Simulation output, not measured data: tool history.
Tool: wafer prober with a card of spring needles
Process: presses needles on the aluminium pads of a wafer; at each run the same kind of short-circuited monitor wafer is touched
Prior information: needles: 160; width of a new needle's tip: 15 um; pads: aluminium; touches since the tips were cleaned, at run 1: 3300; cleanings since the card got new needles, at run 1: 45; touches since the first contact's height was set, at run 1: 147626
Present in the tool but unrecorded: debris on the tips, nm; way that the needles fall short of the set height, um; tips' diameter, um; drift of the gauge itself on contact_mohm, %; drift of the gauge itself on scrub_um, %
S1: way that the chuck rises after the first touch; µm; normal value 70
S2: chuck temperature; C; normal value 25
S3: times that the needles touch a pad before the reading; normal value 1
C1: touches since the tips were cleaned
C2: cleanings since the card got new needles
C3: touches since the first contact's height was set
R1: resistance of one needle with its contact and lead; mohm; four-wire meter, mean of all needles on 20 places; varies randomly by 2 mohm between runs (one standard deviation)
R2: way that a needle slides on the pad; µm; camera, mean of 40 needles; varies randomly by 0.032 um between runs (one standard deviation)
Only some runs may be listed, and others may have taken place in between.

run   hour  S1   S2  S3    C1  C2      C3   R1     R2
  1    0.0  70   25   1  3300  45  147626  209  16.78
       6.7  -- tips cleaned on abrasive film
      19.6  -- tips cleaned on abrasive film
  2   23.6  70   25   1  2116  47  160114  213  16.79
      31.4  -- tips cleaned on abrasive film
      34.4  -- height of the first contact set anew
      44.2  -- tips cleaned on abrasive film
  3   54.3  70   25   1  5375  49   10530  210  16.79
      56.2  -- tips cleaned on abrasive film
      68.9  -- tips cleaned on abrasive film
  4   78.8  70  112   1  5289  51   23534  234  16.79
      80.5  -- tips cleaned on abrasive film
      93.9  -- tips cleaned on abrasive film
     104.9  -- tips cleaned on abrasive film
  5  104.9  70  112   1     0  54   37301  234  16.77
     118.2  -- tips cleaned on abrasive film
  6  124.8  70   25   1  3571  55   47886  212  16.78
     129.2  -- tips cleaned on abrasive film
     141.4  -- tips cleaned on abrasive film
  7  142.8  70   25   1   778  57   57371  214  16.74
     153.0  -- tips cleaned on abrasive film
     165.4  -- tips cleaned on abrasive film
  8  169.9  70   25   1  2425  59   71746  212  16.71
     177.7  -- tips cleaned on abrasive film
     189.9  -- tips cleaned on abrasive film
  9  194.3  70   25   1  2358  61   84649  212  16.80
     201.0  -- tips cleaned on abrasive film
     212.4  -- tips cleaned on abrasive film
     224.9  -- tips cleaned on abrasive film
 10  224.9  70   25   1     0  64  100790  213  16.79
     237.4  -- tips cleaned on abrasive film
     249.4  -- tips cleaned on abrasive film
 11  250.0  70   25   1   323  66  114123  213  16.77
     262.4  -- tips cleaned on abrasive film
     273.6  -- tips cleaned on abrasive film
 12  278.0  70   25   3  2374  68  128960  213  16.71
     285.1  -- tips cleaned on abrasive film
     297.0  -- tips cleaned on abrasive film
 13  300.0  53   25   1  1566  70  140551  215  12.65
     309.4  -- tips cleaned on abrasive film
     321.3  -- tips cleaned on abrasive film
 14  323.0  70   25   1   899  72  152758  213  16.69
     333.7  -- tips cleaned on abrasive film
 15  343.6  70   25   1  5259  73  163657  211  16.79
     345.3  -- tips cleaned on abrasive film
     349.3  -- height of the first contact set anew
     356.8  -- tips cleaned on abrasive film
 16  361.9  62   82   2  2678  75    6626  229  14.87
     369.4  -- tips cleaned on abrasive film
     382.7  -- tips cleaned on abrasive film
 17  387.5  75   29   2  2557  77   20185  215  17.97
     395.0  -- tips cleaned on abrasive film
 18  405.3  75   29   2  5487  78   29633  215  17.93
     407.7  -- tips cleaned on abrasive film
     419.9  -- tips cleaned on abrasive film
     431.7  -- tips cleaned on abrasive film
 19  435.2  75   29   2  1849  81   45449  209  17.98
     443.3  -- tips cleaned on abrasive film
 20  451.8  75   29   2  4533  82   54254  210  17.92
     454.6  -- tips cleaned on abrasive film
     467.0  -- tips cleaned on abrasive film
 21  473.9  86   30   2  3700  84   65955  209  20.62
     478.4  -- tips cleaned on abrasive film
     489.8  -- tips cleaned on abrasive film
 22  496.5  62   30   2  3539  86   77887  215  14.88
     501.9  -- tips cleaned on abrasive film
     513.3  -- tips cleaned on abrasive film
     524.4  -- tips cleaned on abrasive film
 23  524.4  82   74   2     0  89   92605  219  19.71
     536.2  -- tips cleaned on abrasive film
 24  537.6  70   25   2   695  90   99595  209  16.81
     548.3  -- tips cleaned on abrasive film
     561.8  -- tips cleaned on abrasive film
 25  563.8  84   25   2  1087  92  113519  210  20.16
     575.0  -- tips cleaned on abrasive film
 26  577.5  84   25   2  1321  93  120750  211  20.12
     587.6  -- tips cleaned on abrasive film
     599.7  -- tips cleaned on abrasive film
 27  609.1  70   29   1  5006  95  137514  214  16.74
     611.4  -- tips cleaned on abrasive film
     622.4  -- tips cleaned on abrasive film
 28  624.8  70   29   1  1277  97  145795  211  16.86
     633.4  -- tips cleaned on abrasive film
     644.4  -- tips cleaned on abrasive film
 29  644.4  85   42   1     0  99  156169  215  20.40

What if the next run were any one of these 3? Each begins from the tool's condition after run 29:
     657.1  -- tips cleaned on abrasive film
  A  659.1  69  86   2  1026  100  163911   ?   ?
     657.1  -- tips cleaned on abrasive film
  B  659.1  85  42   1  1026  100  163911   ?   ?
     657.1  -- tips cleaned on abrasive film
  C  659.1  76  25   1  1026  100  163911   ?   ?

run   R1     R2
  A  227  16.51
  B  214  20.38
  C  212  18.24
With no hidden state in the tool, these same runs would have given:
run   R1     R2
  A  227  16.51
  B  214  20.38
  C  212  18.24
